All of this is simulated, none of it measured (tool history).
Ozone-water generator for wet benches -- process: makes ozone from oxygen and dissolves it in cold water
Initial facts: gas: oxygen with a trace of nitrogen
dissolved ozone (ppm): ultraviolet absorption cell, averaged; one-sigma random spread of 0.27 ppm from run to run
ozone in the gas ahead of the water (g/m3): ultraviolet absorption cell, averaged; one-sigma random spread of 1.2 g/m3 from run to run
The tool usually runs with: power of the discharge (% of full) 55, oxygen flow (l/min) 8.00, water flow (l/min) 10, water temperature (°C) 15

| run | day | power of the discharge (% of full) | oxygen flow (l/min) | water flow (l/min) | water temperature (°C) | dissolved ozone (ppm) | ozone in the gas ahead of the water (g/m3) |
|---|---|---|---|---|---|---|---|
| 1 | 0.000 | 55 | 8.00 | 10 | 15 | 40.8 | 206.7 |
| 2 | 2.475 | 55 | 8.00 | 10 | 15 | 40.2 | 205.7 |
| 3 | 5.808 | 55 | 8.00 | 10 | 15 | 40.6 | 206.4 |
| 4 | 10.204 | 55 | 8.00 | 10 | 17 | 38.2 | 204.5 |
| 5 | 13.196 | 55 | 5.15 | 10 | 15 | 44.6 | 263.0 |
| 6 | 15.808 | 55 | 5.15 | 10 | 15 | 44.1 | 262.9 |
| 7 | 19.788 | 55 | 5.15 | 10 | 15 | 43.8 | 260.0 |
| 8 | 23.867 | 55 | 5.15 | 10 | 15 | 43.5 | 260.5 |
| 9 | 27.308 | 55 | 8.00 | 10 | 15 | 39.7 | 205.3 |
| 10 | 30.179 | 55 | 8.00 | 10 | 15 | 40.3 | 203.6 |
| 11 | 33.104 | 55 | 8.00 | 10 | 15 | 40.3 | 203.7 |
| 12 | 35.971 | 55 | 8.00 | 10 | 15 | 39.5 | 202.0 |
| 13 | 38.292 | 55 | 13.24 | 10 | 15 | 34.0 | 154.7 |
| 14 | 42.117 | 55 | 13.24 | 10 | 15 | 34.5 | 152.8 |
| 15 | 45.892 | 55 | 8.00 | 10 | 15 | 39.6 | 201.4 |
| 16 | 48.617 | 55 | 8.00 | 10 | 15 | 39.5 | 203.0 |
| 17 | 50.742 | 55 | 8.00 | 10 | 15 | 39.6 | 204.0 |
| 18 | 54.712 | 55 | 8.00 | 10 | 15 | 39.3 | 201.2 |
| 19 | 58.104 | 55 | 8.00 | 10 | 15 | 38.9 | 202.5 |
| 20 | 60.288 | 55 | 8.00 | 10 | 15 | 39.3 | 201.1 |
| 21 | 63.183 | 55 | 5.49 | 12 | 10 | 40.7 | 247.8 |
| 22 | 66.471 | 61 | 5.59 | 12 | 10 | 43.2 | 259.7 |
| 23 | 70.062 | 55 | 13.32 | 10 | 15 | 34.0 | 151.3 |
| 24 | 74.775 | 55 | 13.32 | 10 | 21 | 28.4 | 150.5 |
| 25 | 79.275 | 55 | 13.32 | 10 | 14 | 34.6 | 151.7 |
| 26 | 84.054 | 55 | 13.32 | 10 | 14 | 34.1 | 150.5 |
| 27 | 88.817 | 55 | 8.00 | 8 | 10 | 49.0 | 199.9 |
| 28 | 92.888 | 66 | 8.00 | 10 | 15 | 43.3 | 222.4 |
| 29 | 95.571 | 55 | 6.80 | 10 | 15 | 40.2 | 217.8 |
| 30 | 99.100 | 55 | 6.80 | 7 | 15 | 48.4 | 217.1 |
|  | 103.596 | water thermometer calibrated |
| 31 | 103.779 | 96 | 6.80 | 7 | 19 | 59.5 | 290.5 |
| 32 | 106.421 | 96 | 6.80 | 7 | 19 | 59.9 | 291.8 |

Each row is a separate what-if for the run after 32, all from the same tool condition, not one after another. Results?
| A | 110.758 | 92 | 8.00 | 10 | 12 | ? | ? |
| B | 110.758 | 56 | 8.00 | 10 | 15 | ? | ? |
| C | 110.758 | 55 | 5.86 | 10 | 15 | ? | ? |

| run | dissolved ozone (ppm) | ozone in the gas ahead of the water (g/m3) |
|---|---|---|
| A | 54.2 | 259.5 |
| B | 38.9 | 198.8 |
| C | 40.7 | 236.3 |
Take away the tool's hidden state, keep each run's random variation, and the runs would have read:
| run | dissolved ozone (ppm) | ozone in the gas ahead of the water (g/m3) |
|---|---|---|
| A | 59.9 | 280.6 |
| B | 42.2 | 211.0 |
| C | 44.1 | 250.6 |
